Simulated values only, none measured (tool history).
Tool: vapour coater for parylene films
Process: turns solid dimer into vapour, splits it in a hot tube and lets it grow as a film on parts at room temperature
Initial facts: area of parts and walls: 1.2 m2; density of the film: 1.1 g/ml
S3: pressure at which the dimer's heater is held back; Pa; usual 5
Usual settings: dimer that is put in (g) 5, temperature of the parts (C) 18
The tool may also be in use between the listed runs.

run 1 hour=0 | dimer_that_is_put_in_(g)=5 temperature_of_the_parts_(C)=18 S3=5 | thickness_of_the_film_(um)=1.819
run 2 hour=21.8 | dimer_that_is_put_in_(g)=5 temperature_of_the_parts_(C)=18 S3=5 | thickness_of_the_film_(um)=1.813
run 3 hour=50.9 | dimer_that_is_put_in_(g)=5 temperature_of_the_parts_(C)=18 S3=5 | thickness_of_the_film_(um)=1.797
run 4 hour=90.4 | dimer_that_is_put_in_(g)=5 temperature_of_the_parts_(C)=18 S3=5 | thickness_of_the_film_(um)=1.791
run 5 hour=118.6 | dimer_that_is_put_in_(g)=5 temperature_of_the_parts_(C)=18 S3=5 | thickness_of_the_film_(um)=1.803
run 6 hour=159.5 | dimer_that_is_put_in_(g)=5 temperature_of_the_parts_(C)=18 S3=5 | thickness_of_the_film_(um)=1.765
run 7 hour=205.8 | dimer_that_is_put_in_(g)=5 temperature_of_the_parts_(C)=18 S3=5 | thickness_of_the_film_(um)=1.762
run 8 hour=242.6 | dimer_that_is_put_in_(g)=5 temperature_of_the_parts_(C)=18 S3=5 | thickness_of_the_film_(um)=1.757
run 9 hour=283.9 | dimer_that_is_put_in_(g)=5 temperature_of_the_parts_(C)=18 S3=5 | thickness_of_the_film_(um)=1.843
run 10 hour=324.1 | dimer_that_is_put_in_(g)=5 temperature_of_the_parts_(C)=18 S3=5 | thickness_of_the_film_(um)=1.84
run 11 hour=357.1 | dimer_that_is_put_in_(g)=5 temperature_of_the_parts_(C)=18 S3=5 | thickness_of_the_film_(um)=1.81
run 12 hour=384.4 | dimer_that_is_put_in_(g)=5 temperature_of_the_parts_(C)=18 S3=5 | thickness_of_the_film_(um)=1.795
run 13 hour=435.7 | dimer_that_is_put_in_(g)=5 temperature_of_the_parts_(C)=18 S3=5 | thickness_of_the_film_(um)=1.807
run 14 hour=467.2 | dimer_that_is_put_in_(g)=5 temperature_of_the_parts_(C)=15 S3=5 | thickness_of_the_film_(um)=2.084
run 15 hour=517.7 | dimer_that_is_put_in_(g)=5 temperature_of_the_parts_(C)=15 S3=5 | thickness_of_the_film_(um)=2.067
run 16 hour=559.7 | dimer_that_is_put_in_(g)=5 temperature_of_the_parts_(C)=15 S3=5 | thickness_of_the_film_(um)=2.04
run 17 hour=605.7 | dimer_that_is_put_in_(g)=5 temperature_of_the_parts_(C)=15 S3=5 | thickness_of_the_film_(um)=2.146
run 18 hour=642.3 | dimer_that_is_put_in_(g)=5 temperature_of_the_parts_(C)=15 S3=5 | thickness_of_the_film_(um)=2.134
run 19 hour=664.7 | dimer_that_is_put_in_(g)=5 temperature_of_the_parts_(C)=15 S3=5 | thickness_of_the_film_(um)=2.135
run 20 hour=694.8 | dimer_that_is_put_in_(g)=5 temperature_of_the_parts_(C)=15 S3=5 | thickness_of_the_film_(um)=2.116
run 21 hour=723.6 | dimer_that_is_put_in_(g)=5 temperature_of_the_parts_(C)=17 S3=5 | thickness_of_the_film_(um)=1.91
run 22 hour=770.6 | dimer_that_is_put_in_(g)=5 temperature_of_the_parts_(C)=17 S3=5 | thickness_of_the_film_(um)=1.903
run 23 hour=817.6 | dimer_that_is_put_in_(g)=5 temperature_of_the_parts_(C)=17 S3=5 | thickness_of_the_film_(um)=1.895
run 24 hour=861.9 | dimer_that_is_put_in_(g)=5 temperature_of_the_parts_(C)=17 S3=5 | thickness_of_the_film_(um)=2.006
run 25 hour=899 | dimer_that_is_put_in_(g)=8 temperature_of_the_parts_(C)=10 S3=3.35 | thickness_of_the_film_(um)=4.846
run 26 hour=920.8 | dimer_that_is_put_in_(g)=2 temperature_of_the_parts_(C)=25 S3=3.35 | thickness_of_the_film_(um)=0.571
run 27 hour=967 | dimer_that_is_put_in_(g)=8 temperature_of_the_parts_(C)=14 S3=6.13 | thickness_of_the_film_(um)=3.491
run 28 hour=991.3 | dimer_that_is_put_in_(g)=8 temperature_of_the_parts_(C)=14 S3=6.13 | thickness_of_the_film_(um)=3.302
run 29 hour=1029.2 | dimer_that_is_put_in_(g)=5 temperature_of_the_parts_(C)=13 S3=3.36 | thickness_of_the_film_(um)=2.425
run 30 hour=1074.7 | dimer_that_is_put_in_(g)=5 temperature_of_the_parts_(C)=13 S3=3.36 | thickness_of_the_film_(um)=2.399
run 31 hour=1120.5 | dimer_that_is_put_in_(g)=5 temperature_of_the_parts_(C)=24 S3=3.21 | thickness_of_the_film_(um)=1.399
run 32 hour=1152 | dimer_that_is_put_in_(g)=5 temperature_of_the_parts_(C)=21 S3=5.35 | thickness_of_the_film_(um)=1.549
run 33 hour=1202.8 | dimer_that_is_put_in_(g)=5 temperature_of_the_parts_(C)=21 S3=5.35 | thickness_of_the_film_(um)=1.522
run 34 hour=1235.4 | dimer_that_is_put_in_(g)=5 temperature_of_the_parts_(C)=11 S3=9.64 | thickness_of_the_film_(um)=2.21
run 35 hour=1261.1 | dimer_that_is_put_in_(g)=5 temperature_of_the_parts_(C)=11 S3=9.64 | thickness_of_the_film_(um)=2.206
run 36 hour=1289.2 | dimer_that_is_put_in_(g)=2 temperature_of_the_parts_(C)=11 S3=9.64 | thickness_of_the_film_(um)=0.891
run 37 hour=1320.5 | dimer_that_is_put_in_(g)=2 temperature_of_the_parts_(C)=15 S3=8.6 | thickness_of_the_film_(um)=0.725
run 38 hour=1356.5 | dimer_that_is_put_in_(g)=2 temperature_of_the_parts_(C)=15 S3=8.6 | thickness_of_the_film_(um)=0.731
run 39 hour=1390.4 | dimer_that_is_put_in_(g)=6 temperature_of_the_parts_(C)=18 S3=2.34 | thickness_of_the_film_(um)=2.42
run 40 hour=1432.2 | dimer_that_is_put_in_(g)=6 temperature_of_the_parts_(C)=17 S3=2.14 | thickness_of_the_film_(um)=2.719
run 41 hour=1460.3 | dimer_that_is_put_in_(g)=2 temperature_of_the_parts_(C)=12 S3=3.24 | thickness_of_the_film_(um)=1.073
run 42 hour=1503.1 | dimer_that_is_put_in_(g)=2 temperature_of_the_parts_(C)=27 S3=5 | thickness_of_the_film_(um)=0.454
run 43 hour=1530.6 | dimer_that_is_put_in_(g)=2 temperature_of_the_parts_(C)=27 S3=5 | thickness_of_the_film_(um)=0.46
run 44 hour=1578.1 | dimer_that_is_put_in_(g)=4 temperature_of_the_parts_(C)=14 S3=2.73 | thickness_of_the_film_(um)=1.95

Removed from this log: 6 entries logged between the listed runs. Between which two listed runs does each belong, and how does the tool's hidden state at the listed run before it compare with that at the listed run after it?
Run 8 -> run 9: trap's valve overhauled (hour 283.9)
  vapour lost through the trap's worn valve, %: 4.9 -> 0.3; true temperature of the parts over the reading, C: -0.47 -> -0.5
  what was measured, less what the result would be without the hidden state, thickness of the film (um): -0.048 -> +0.04
Run 16 -> run 17: trap's valve overhauled (hour 566.7)
  vapour lost through the trap's worn valve, %: 5.5 -> 1.3; true temperature of the parts over the reading, C: -0.75 -> -0.79
  what was measured, less what the result would be without the hidden state, thickness of the film (um): -0.04 -> +0.055
Run 23 -> run 24: trap's valve overhauled (hour 849.8)
  vapour lost through the trap's worn valve, %: 5.4 -> 0.2; true temperature of the parts over the reading, C: -0.99 -> -1.03
  what was measured, less what the result would be without the hidden state, thickness of the film (um): -0.012 -> +0.094
Run 27 -> run 28: table's thermometer calibrated (hour 972.6)
  vapour lost through the trap's worn valve, %: 2.2 -> 2.6; true temperature of the parts over the reading, C: -1.13 -> -0.01
  what was measured, less what the result would be without the hidden state, thickness of the film (um): +0.114 -> -0.087
Run 31 -> run 32: trap's valve overhauled (hour 1133.4)
  vapour lost through the trap's worn valve, %: 5 -> 0.8; true temperature of the parts over the reading, C: -0.13 -> -0.16
  what was measured, less what the result would be without the hidden state, thickness of the film (um): -0.064 -> -0.001
Run 39 -> run 40: trap's valve overhauled (hour 1418)
  vapour lost through the trap's worn valve, %: 5.5 -> 0.6; true temperature of the parts over the reading, C: -0.39 -> -0.42
  what was measured, less what the result would be without the hidden state, thickness of the film (um): -0.092 -> +0.04

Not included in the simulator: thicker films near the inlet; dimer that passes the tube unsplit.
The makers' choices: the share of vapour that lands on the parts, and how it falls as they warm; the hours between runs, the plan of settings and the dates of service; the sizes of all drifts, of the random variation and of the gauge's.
